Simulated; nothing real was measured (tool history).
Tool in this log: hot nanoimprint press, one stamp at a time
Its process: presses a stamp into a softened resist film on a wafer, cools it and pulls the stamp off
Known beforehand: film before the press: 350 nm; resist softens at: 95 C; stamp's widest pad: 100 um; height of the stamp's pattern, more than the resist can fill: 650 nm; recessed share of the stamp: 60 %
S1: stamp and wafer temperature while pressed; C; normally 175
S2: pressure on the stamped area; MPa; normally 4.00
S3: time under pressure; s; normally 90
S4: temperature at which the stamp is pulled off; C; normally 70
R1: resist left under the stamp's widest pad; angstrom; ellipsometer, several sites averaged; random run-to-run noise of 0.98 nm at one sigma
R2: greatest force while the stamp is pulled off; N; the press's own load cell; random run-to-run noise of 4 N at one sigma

run,hour,S1,S2,S3,S4,R1,R2
1,0.0,175,4.00,90,70,1468,221
2,47.6,175,4.00,90,70,1490,225
3,98.0,175,3.07,90,70,1732,241
# hour 149.3: stamp cleaned and given a new release coat
4,162.6,175,4.00,90,70,1503,207
5,216.5,175,4.00,90,70,1527,218
6,259.3,175,4.00,90,70,1545,229
# hour 271.3: plate thermocouple calibrated
7,314.0,175,4.00,90,70,1569,242
8,358.9,175,4.00,90,70,1593,249
# hour 385.7: stamp cleaned and given a new release coat
9,415.4,175,4.00,90,70,1597,204
# hour 423.9: plate thermocouple calibrated, once more
10,473.5,175,4.08,90,70,1452,213
11,526.6,175,4.08,90,70,1472,230
12,576.5,175,4.00,90,77,1479,211
# hour 620.4: stamp cleaned and given a new release coat
13,620.7,175,4.00,90,77,1519,166
14,656.5,175,4.00,90,60,1530,242
15,702.5,175,4.00,90,70,1516,208
16,761.6,167,2.81,88,64,2355,251
17,795.1,167,2.81,88,64,2351,273
# hour 817.5: press's hydraulic seals changed and the load cell set to zero
# hour 859.8: stamp cleaned and given a new release coat
18,864.5,167,2.81,53,64,2648,225
19,908.4,183,4.00,90,56,1126,263
20,943.0,183,4.00,90,56,1132,277
# hour 957.0: plate thermocouple calibrated
21,976.5,186,2.67,147,76,1015,188
22,1032.5,186,2.67,147,76,1018,203
# hour 1095.4: stamp cleaned and given a new release coat
23,1095.4,175,4.00,82,70,1479,190
24,1142.0,180,4.00,55,70,1438,203
25,1200.4,179,5.91,59,78,1195,184
26,1247.5,175,4.00,90,70,1486,230
27,1304.2,175,4.00,90,70,1506,243
# hour 1326.4: stamp cleaned and given a new release coat
28,1370.5,179,4.00,90,70,1301,199
29,1431.5,179,4.00,146,77,1098,186
# hour 1483.2: plate thermocouple calibrated
30,1491.7,170,4.00,90,70,1726,232

Predict each of these 3 candidate next runs independently; none follows another, all start after run 30:
A,1547.5,175,5.96,90,66,?,?
B,1547.5,179,2.86,90,60,?,?
C,1547.5,170,4.00,131,59,?,?

run,R1,R2
A,1179,265
B,1507,291
C,1548,297
What these runs would have given with no unlogged condition in the tool:
run,R1,R2
A,1133,209
B,1475,230
C,1505,235
